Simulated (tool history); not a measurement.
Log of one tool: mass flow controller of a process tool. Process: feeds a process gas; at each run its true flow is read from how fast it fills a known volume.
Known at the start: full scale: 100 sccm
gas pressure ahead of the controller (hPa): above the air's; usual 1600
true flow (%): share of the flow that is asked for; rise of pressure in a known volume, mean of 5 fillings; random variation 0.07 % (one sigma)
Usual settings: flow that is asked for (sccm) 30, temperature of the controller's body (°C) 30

run	hour	flow that is asked for (sccm)	gas pressure ahead of the controller (hPa)	temperature of the controller's body (°C)	true flow (%)
1	0.0	30	1600	30	101.47
2	414.4	30	1600	30	101.61
3	804.2	30	1600	30	101.69
4	1193.4	30	1600	30	101.90
5	1600.6	30	1600	30	102.11
6	1958.9	30	1600	30	102.40
7	2377.4	30	1600	25	103.11
8	2773.5	30	1690	30	102.86
9	3083.4	30	1690	30	102.97
10	3386.2	30	2360	30	102.55
11	3770.0	25	1600	30	103.88
12	4186.4	25	1600	30	104.37
13	4483.4	25	1600	30	104.41
14	4765.3	54	1600	30	102.84
15	5162.5	54	1600	30	102.82
16	5485.9	54	1600	30	103.04
17	5804.6	54	1600	30	103.16
18	5994.9	30	1600	30	104.64
19	6369.9	30	1600	30	104.83
20	6754.9	30	1600	30	104.97
# hour 6933.7: controller's zero set anew
21	7132.4	30	1600	30	100.82
22	7481.3	30	1910	30	100.78
23	7724.3	34	1600	30	101.25
24	8103.5	49	1600	30	101.54
25	8355.8	29	2290	37	100.54
26	8768.7	30	2530	40	100.17
27	9122.9	30	2530	40	100.35
28	9511.2	95	2530	31	101.98
29	9738.5	95	2530	31	102.00
30	9989.5	15	2200	38	102.40
31	10356.6	39	2200	21	102.70
32	10710.7	33	2400	23	102.70
33	11050.7	33	2400	23	102.90
34	11295.4	33	2400	29	102.69
35	11683.7	23	2390	30	103.22
36	12065.9	11	1820	30	106.61
37	12486.7	11	1820	30	107.14
38	12837.1	44	1600	30	103.58
39	13027.8	15	2480	30	105.65
40	13454.1	23	2110	36	104.13
41	13724.2	23	2110	21	105.51
42	14021.2	19	1990	29	105.94
43	14238.1	19	1990	29	106.09
44	14534.2	19	1990	29	106.16
45	14836.3	25	1600	30	105.77
46	15209.1	13	2420	28	108.77
47	15399.4	30	1410	31	105.52
48	15749.1	18	2090	25	107.80

The same runs without the tool's hidden state, with the same run-to-run variation:
The hidden state here: flow at rest that the sensor doesn't see, % of full scale; true flow over the shown one, %; drift of the gauge itself on true_pct, %.
run	true flow (%)
1	98.70
2	98.61
3	98.49
4	98.49
5	98.46
6	98.55
7	99.04
8	98.56
9	98.50
10	97.91
11	98.39
12	98.60
13	98.45
14	99.02
15	98.86
16	98.96
17	98.96
18	98.56
19	98.56
20	98.49
21	98.47
22	98.23
23	98.61
24	98.86
25	97.47
26	96.89
27	96.87
28	99.04
29	99.00
30	97.18
31	98.87
32	98.51
33	98.54
34	98.19
35	97.76
36	97.98
37	98.01
38	98.82
39	97.60
40	97.49
41	98.69
42	98.17
43	98.13
44	97.98
45	98.53
46	97.67
47	98.59
48	98.33

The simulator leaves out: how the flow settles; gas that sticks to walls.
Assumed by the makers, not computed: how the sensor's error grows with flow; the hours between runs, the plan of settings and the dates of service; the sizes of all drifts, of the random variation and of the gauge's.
